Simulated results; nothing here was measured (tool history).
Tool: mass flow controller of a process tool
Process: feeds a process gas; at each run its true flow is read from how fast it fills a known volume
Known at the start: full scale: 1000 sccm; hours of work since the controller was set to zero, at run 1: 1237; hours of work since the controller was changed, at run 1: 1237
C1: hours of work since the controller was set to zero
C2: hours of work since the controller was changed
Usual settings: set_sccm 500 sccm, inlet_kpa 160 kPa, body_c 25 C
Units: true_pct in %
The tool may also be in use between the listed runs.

run 1 hour=0 | set_sccm=500 inlet_kpa=160 body_c=25 | C1=1237 C2=1237 | true_pct=99.08
run 2 hour=53.3 | set_sccm=500 inlet_kpa=160 body_c=25 | C1=1260 C2=1260 | true_pct=99.16
run 3 hour=102.1 | set_sccm=500 inlet_kpa=160 body_c=25 | C1=1282 C2=1282 | true_pct=99.14
run 4 hour=156.4 | set_sccm=500 inlet_kpa=160 body_c=25 | C1=1306 C2=1306 | true_pct=99.19
run 5 hour=191.4 | set_sccm=227 inlet_kpa=160 body_c=25 | C1=1322 C2=1322 | true_pct=98.85
run 6 hour=244.4 | set_sccm=248 inlet_kpa=160 body_c=25 | C1=1345 C2=1345 | true_pct=98.99
run 7 hour=278.6 | set_sccm=500 inlet_kpa=160 body_c=27 | C1=1360 C2=1360 | true_pct=99.6
run 8 hour=355 | set_sccm=500 inlet_kpa=160 body_c=25 | C1=1394 C2=1394 | true_pct=99.77
run 9 hour=429.8 | set_sccm=500 inlet_kpa=160 body_c=39 | C1=1427 C2=1427 | true_pct=99.48
run 10 hour=466.1 | set_sccm=500 inlet_kpa=160 body_c=39 | C1=1443 C2=1443 | true_pct=99.62
run 11 hour=522.1 | set_sccm=500 inlet_kpa=160 body_c=39 | C1=1468 C2=1468 | true_pct=99.83
run 12 hour=589.1 | set_sccm=500 inlet_kpa=252 body_c=25 | C1=1498 C2=1498 | true_pct=100.02
run 13 hour=656 | set_sccm=500 inlet_kpa=258 body_c=25 | C1=1528 C2=1528 | true_pct=100.17
-- hour=679.4 gauge calibrated
run 14 hour=716.5 | set_sccm=500 inlet_kpa=258 body_c=25 | C1=1554 C2=1554 | true_pct=98.99
run 15 hour=748.9 | set_sccm=228 inlet_kpa=141 body_c=24 | C1=1569 C2=1569 | true_pct=98.72
run 16 hour=794.9 | set_sccm=228 inlet_kpa=141 body_c=24 | C1=1589 C2=1589 | true_pct=98.71
run 17 hour=866.5 | set_sccm=437 inlet_kpa=261 body_c=35 | C1=1621 C2=1621 | true_pct=98.98
run 18 hour=938.2 | set_sccm=689 inlet_kpa=237 body_c=35 | C1=1653 C2=1653 | true_pct=99.62
run 19 hour=985.5 | set_sccm=689 inlet_kpa=255 body_c=35 | C1=1674 C2=1674 | true_pct=99.54
run 20 hour=1020.8 | set_sccm=170 inlet_kpa=227 body_c=24 | C1=1689 C2=1689 | true_pct=98.74
run 21 hour=1094.9 | set_sccm=170 inlet_kpa=227 body_c=24 | C1=1722 C2=1722 | true_pct=99.18
run 22 hour=1140.3 | set_sccm=170 inlet_kpa=169 body_c=22 | C1=1742 C2=1742 | true_pct=99.3
run 23 hour=1190.3 | set_sccm=414 inlet_kpa=241 body_c=40 | C1=1764 C2=1764 | true_pct=99.43
run 24 hour=1239.4 | set_sccm=788 inlet_kpa=241 body_c=40 | C1=1786 C2=1786 | true_pct=100.2
run 25 hour=1281.4 | set_sccm=788 inlet_kpa=241 body_c=40 | C1=1805 C2=1805 | true_pct=100.25
run 26 hour=1323.5 | set_sccm=788 inlet_kpa=241 body_c=40 | C1=1823 C2=1823 | true_pct=100.46
run 27 hour=1366.7 | set_sccm=299 inlet_kpa=142 body_c=25 | C1=1843 C2=1843 | true_pct=99.89
run 28 hour=1429 | set_sccm=299 inlet_kpa=142 body_c=25 | C1=1870 C2=1870 | true_pct=99.94

5 ways to go on from here, each from the tool as it stands after run 28. What would each give?
run A hour=1465.9 | set_sccm=299 inlet_kpa=268 body_c=25 | C1=1887 C2=1887 | true_pct=?
run B hour=1465.9 | set_sccm=387 inlet_kpa=160 body_c=25 | C1=1887 C2=1887 | true_pct=?
run C hour=1465.9 | set_sccm=253 inlet_kpa=250 body_c=32 | C1=1887 C2=1887 | true_pct=?
run D hour=1465.9 | set_sccm=213 inlet_kpa=173 body_c=29 | C1=1887 C2=1887 | true_pct=?
run E hour=1465.9 | set_sccm=355 inlet_kpa=187 body_c=28 | C1=1887 C2=1887 | true_pct=?

run=A true_pct=99.93
run=B true_pct=100.27
run=C true_pct=99.71
run=D true_pct=99.79
run=E true_pct=99.99
Without the tool's hidden state the same runs would have given:
run=A true_pct=98.45
run=B true_pct=98.78
run=C true_pct=98.23
run=D true_pct=98.31
run=E true_pct=98.51

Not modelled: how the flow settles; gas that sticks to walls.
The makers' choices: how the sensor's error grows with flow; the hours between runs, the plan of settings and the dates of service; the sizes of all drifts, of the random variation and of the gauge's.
